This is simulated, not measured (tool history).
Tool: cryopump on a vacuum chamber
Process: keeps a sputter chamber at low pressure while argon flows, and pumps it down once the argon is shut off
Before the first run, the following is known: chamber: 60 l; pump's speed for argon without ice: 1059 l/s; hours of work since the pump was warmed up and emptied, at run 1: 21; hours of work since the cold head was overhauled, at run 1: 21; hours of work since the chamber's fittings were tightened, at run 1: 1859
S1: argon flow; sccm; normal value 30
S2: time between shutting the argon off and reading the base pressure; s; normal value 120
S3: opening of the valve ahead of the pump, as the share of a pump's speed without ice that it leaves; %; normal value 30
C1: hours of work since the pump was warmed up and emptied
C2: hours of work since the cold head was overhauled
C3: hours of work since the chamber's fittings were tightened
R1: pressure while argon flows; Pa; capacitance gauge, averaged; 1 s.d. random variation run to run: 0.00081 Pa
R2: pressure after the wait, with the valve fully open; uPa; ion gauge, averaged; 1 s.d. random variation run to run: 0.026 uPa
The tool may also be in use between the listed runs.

run,hour,S1,S2,S3,C1,C2,C3,R1,R2
1,0.0,30,120,30,21,21,1859,0.1598,3.21
2,11.6,30,120,30,31,31,1870,0.1608,3.33
3,29.2,30,120,30,47,47,1885,0.1598,3.39
4,38.4,30,120,30,54,54,1893,0.1615,3.34
5,54.4,30,120,25,68,68,1907,0.1957,3.43
6,63.3,14,121,25,76,76,1915,0.0904,3.29
7,77.4,24,120,25,88,88,1927,0.1550,3.50

Run 8 is up next; what results do you expect?
8,95.1,20,75,25,104,104,1942,?,?

{"run 8": {"R1": 0.1294, "R2": 4.02}}
The same run, on a tool lacking any hidden state, would have yielded R1 0.1266 Pa, R2 1.64 uPa.
